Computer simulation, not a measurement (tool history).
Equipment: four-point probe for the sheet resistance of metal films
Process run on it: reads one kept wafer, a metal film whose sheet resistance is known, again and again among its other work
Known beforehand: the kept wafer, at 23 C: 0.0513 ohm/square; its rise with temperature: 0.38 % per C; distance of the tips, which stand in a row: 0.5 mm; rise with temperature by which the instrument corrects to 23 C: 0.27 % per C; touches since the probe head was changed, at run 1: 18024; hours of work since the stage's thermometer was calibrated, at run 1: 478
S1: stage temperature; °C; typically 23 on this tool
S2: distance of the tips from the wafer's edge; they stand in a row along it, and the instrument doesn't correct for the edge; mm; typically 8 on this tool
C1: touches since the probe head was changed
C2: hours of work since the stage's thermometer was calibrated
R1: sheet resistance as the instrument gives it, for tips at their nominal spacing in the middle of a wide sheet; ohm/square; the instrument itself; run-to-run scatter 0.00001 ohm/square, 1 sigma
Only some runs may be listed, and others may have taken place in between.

Run 1, day 0: usual settings; C1 18024; C2 478. Result: R1 0.051398 ohm/square.
Run 2, day 1.021: usual settings but S1 21 °C; C1 18780; C2 489. Result: R1 0.051291 ohm/square.
Run 3, day 2.338: usual settings but S1 21 °C; C1 19756; C2 502. Result: R1 0.0513 ohm/square.
Run 4, day 3.55: usual settings but S1 21 °C; C1 20653; C2 515. Result: R1 0.051301 ohm/square.
Run 5, day 4.425: usual settings; C1 21303; C2 524. Result: R1 0.051413 ohm/square.
Run 6, day 5.729: usual settings; C1 22270; C2 537. Result: R1 0.051425 ohm/square.
Run 7, day 7.15: usual settings but S1 20 °C; C1 23322; C2 552. Result: R1 0.05123 ohm/square.
Run 8, day 8.258: usual settings but S1 20 °C; C1 24143; C2 563. Result: R1 0.05123 ohm/square.
Run 9, day 9.588: usual settings but S1 29 °C; C1 25129; C2 577. Result: R1 0.051768 ohm/square.
Run 10, day 10.408: usual settings but S1 29 °C; C1 25735; C2 586. Result: R1 0.051774 ohm/square.
Run 11, day 11.396: usual settings; C1 26469; C2 596. Result: R1 0.051413 ohm/square.
Run 12, day 12.25: usual settings; C1 27100; C2 605. Result: R1 0.051393 ohm/square.
Run 13, day 13.108: usual settings but S1 25 °C, S2 3 mm; C1 27737; C2 614. Result: R1 0.052176 ohm/square.
Run 14, day 13.908: usual settings but S1 29 °C, S2 3 mm; C1 28329; C2 622. Result: R1 0.052414 ohm/square.
Run 15, day 15.212: usual settings but S1 21 °C, S2 5 mm; C1 29297; C2 635. Result: R1 0.051475 ohm/square.
Run 16, day 16.421: usual settings but S1 21 °C, S2 5 mm; C1 30191; C2 648. Result: R1 0.051462 ohm/square.
Run 17, day 17.542: usual settings but S1 29 °C; C1 31021; C2 659. Result: R1 0.051748 ohm/square.
Run 18, day 18.271: usual settings but S1 24 °C, S2 5 mm; C1 31561; C2 667. Result: R1 0.051649 ohm/square.
Run 19, day 19.242: usual settings but S1 33 °C, S2 43 mm; C1 32282; C2 677. Result: R1 0.051879 ohm/square.
Run 20, day 20.117: usual settings but S1 24 °C, S2 12 mm; C1 32929; C2 686. Result: R1 0.051387 ohm/square.
Run 21, day 21.475: usual settings but S1 21 °C, S2 12 mm; C1 33937; C2 700. Result: R1 0.051231 ohm/square.
Run 22, day 22.162: usual settings but S1 21 °C, S2 12 mm; C1 34447; C2 707. Result: R1 0.051239 ohm/square.
Run 23, day 22.983: usual settings but S1 25 °C, S2 4 mm; C1 35053; C2 716. Result: R1 0.051854 ohm/square.

What if the next run were any one of these 5? Each begins from the tool's condition after run 23:
Run A, day 24.288: usual settings but S1 21 °C, S2 4 mm; C1 36021; C2 729. Result: R1 ?.
Run B, day 24.288: usual settings but S1 26 °C, S2 21 mm; C1 36021; C2 729. Result: R1 ?.
Run C, day 24.288: usual settings but S1 33 °C, S2 5 mm; C1 36021; C2 729. Result: R1 ?.
Run D, day 24.288: usual settings but S2 4 mm; C1 36021; C2 729. Result: R1 ?.
Run E, day 24.288: usual settings; C1 36021; C2 729. Result: R1 ?.

run        R1
  A  0.051627
  B  0.051505
  C  0.052151
  D  0.051732
  E  0.051395
The same runs, with their run-to-run variation unchanged, on a tool lacking any hidden condition would have given:
run        R1
  A  0.051623
  B  0.051501
  C  0.052147
  D  0.051729
  E  0.051391
